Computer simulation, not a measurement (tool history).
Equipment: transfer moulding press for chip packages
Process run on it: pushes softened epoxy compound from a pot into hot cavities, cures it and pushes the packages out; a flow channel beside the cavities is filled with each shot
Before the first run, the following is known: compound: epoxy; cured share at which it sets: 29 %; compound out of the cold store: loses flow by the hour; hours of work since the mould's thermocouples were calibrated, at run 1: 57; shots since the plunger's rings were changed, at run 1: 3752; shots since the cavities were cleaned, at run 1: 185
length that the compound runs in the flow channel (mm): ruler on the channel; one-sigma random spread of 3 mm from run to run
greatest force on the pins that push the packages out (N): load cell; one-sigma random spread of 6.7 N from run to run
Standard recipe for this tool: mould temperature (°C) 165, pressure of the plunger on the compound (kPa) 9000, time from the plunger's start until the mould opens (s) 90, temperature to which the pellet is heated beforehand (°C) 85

| run | hour | mould temperature (°C) | pressure of the plunger on the compound (kPa) | time from the plunger's start until the mould opens (s) | temperature to which the pellet is heated beforehand (°C) | hours of work since the mould's thermocouples were calibrated | shots since the plunger's rings were changed | shots since the cavities were cleaned | incoming compound's hours out of the cold store | length that the compound runs in the flow channel (mm) | greatest force on the pins that push the packages out (N) |
|---|---|---|---|---|---|---|---|---|---|---|---|
| 1 | 0 | 165 | 9000 | 90 | 85 | 57 | 3752 | 185 | 12.6 | 718 | 345 |
| 2 | 13.8 | 165 | 9000 | 90 | 85 | 64 | 3871 | 304 | 18.2 | 683 | 367 |
| 3 | 22.6 | 165 | 9000 | 90 | 85 | 68 | 3947 | 380 | 26.7 | 647 | 365 |
| 4 | 32.3 | 165 | 9000 | 97 | 85 | 72 | 4031 | 464 | 40.5 | 585 | 390 |
|  | 36.5 | cavities cleaned with cleaning compound and waxed |
| 5 | 42.8 | 165 | 9000 | 97 | 85 | 77 | 4109 | 55 | 8.4 | 724 | 281 |
| 6 | 55.5 | 165 | 9000 | 97 | 85 | 83 | 4218 | 164 | 41 | 588 | 301 |
| 7 | 68.5 | 165 | 9000 | 97 | 85 | 89 | 4330 | 276 | 23.3 | 655 | 334 |
| 8 | 78.7 | 165 | 9000 | 97 | 94 | 94 | 4418 | 364 | 26.3 | 643 | 354 |
| 9 | 85.4 | 165 | 9000 | 97 | 94 | 97 | 4476 | 422 | 20.2 | 669 | 383 |
|  | 94.1 | cavities cleaned with cleaning compound and waxed |
| 10 | 99.9 | 165 | 9000 | 97 | 94 | 103 | 4588 | 50 | 40 | 586 | 275 |
| 11 | 112.6 | 165 | 9000 | 97 | 94 | 109 | 4698 | 160 | 13.1 | 698 | 309 |
| 12 | 118.4 | 165 | 9000 | 90 | 77 | 112 | 4747 | 209 | 9.1 | 723 | 352 |
| 13 | 124.3 | 165 | 7220 | 90 | 85 | 114 | 4799 | 261 | 33.9 | 546 | 343 |
| 14 | 130.1 | 165 | 7220 | 90 | 85 | 117 | 4848 | 310 | 37.4 | 532 | 376 |
| 15 | 141.9 | 165 | 9000 | 90 | 85 | 123 | 4950 | 412 | 25.7 | 639 | 400 |
|  | 152 | cavities cleaned with cleaning compound and waxed |
| 16 | 155.2 | 165 | 9000 | 90 | 85 | 128 | 5052 | 28 | 8.1 | 720 | 292 |
| 17 | 164 | 171 | 7900 | 125 | 82 | 132 | 5128 | 104 | 9.9 | 656 | 275 |
| 18 | 177.1 | 167 | 8230 | 80 | 95 | 139 | 5240 | 216 | 26.3 | 604 | 345 |
| 19 | 183.4 | 165 | 9870 | 90 | 92 | 142 | 5295 | 271 | 31 | 641 | 354 |
| 20 | 196.7 | 165 | 9870 | 90 | 92 | 148 | 5409 | 385 | 37.8 | 615 | 360 |
| 21 | 204.5 | 165 | 9870 | 90 | 92 | 151 | 5477 | 453 | 30.3 | 643 | 390 |
|  | 210.3 | cavities cleaned with cleaning compound and waxed |
| 22 | 217.5 | 165 | 9870 | 90 | 92 | 157 | 5576 | 62 | 15.9 | 706 | 292 |
| 23 | 228.9 | 163 | 7830 | 90 | 85 | 162 | 5674 | 160 | 17 | 631 | 353 |
| 24 | 238.4 | 164 | 7830 | 90 | 85 | 167 | 5756 | 242 | 8.2 | 661 | 383 |
| 25 | 248.8 | 164 | 7830 | 90 | 85 | 172 | 5846 | 332 | 34.3 | 557 | 376 |
|  | 262 | plunger's sealing rings changed |
| 26 | 264.8 | 162 | 7830 | 121 | 89 | 178 | 24 | 448 | 32 | 620 | 356 |
|  | 270.8 | cavities cleaned with cleaning compound and waxed |
| 27 | 275.5 | 162 | 7830 | 121 | 89 | 182 | 103 | 40 | 21.6 | 661 | 265 |
| 28 | 283.7 | 162 | 7830 | 70 | 93 | 186 | 174 | 111 | 30.3 | 628 | 534 |
| 29 | 293.2 | 162 | 8450 | 124 | 91 | 191 | 256 | 193 | 27.9 | 656 | 309 |

Consider 4 possible next runs. They are alternatives, not a sequence: every one starts from the tool as it was left by run 29. What does each give?
| A | 299.2 | 162 | 9000 | 90 | 84 | 194 | 308 | 245 | 17.2 | ? | ? |
| B | 299.2 | 165 | 9000 | 90 | 80 | 194 | 308 | 245 | 35.6 | ? | ? |
| C | 299.2 | 165 | 8780 | 114 | 91 | 194 | 308 | 245 | 19.2 | ? | ? |
| D | 299.2 | 165 | 8960 | 71 | 82 | 194 | 308 | 245 | 29.2 | ? | ? |

| run | length that the compound runs in the flow channel (mm) | greatest force on the pins that push the packages out (N) |
|---|---|---|
| A | 733 | 405 |
| B | 642 | 369 |
| C | 706 | 305 |
| D | 666 | 533 |
Without the tool's unlogged condition, the same runs would have read:
| run | length that the compound runs in the flow channel (mm) | greatest force on the pins that push the packages out (N) |
|---|---|---|
| A | 738 | 306 |
| B | 646 | 279 |
| C | 710 | 227 |
| D | 671 | 402 |
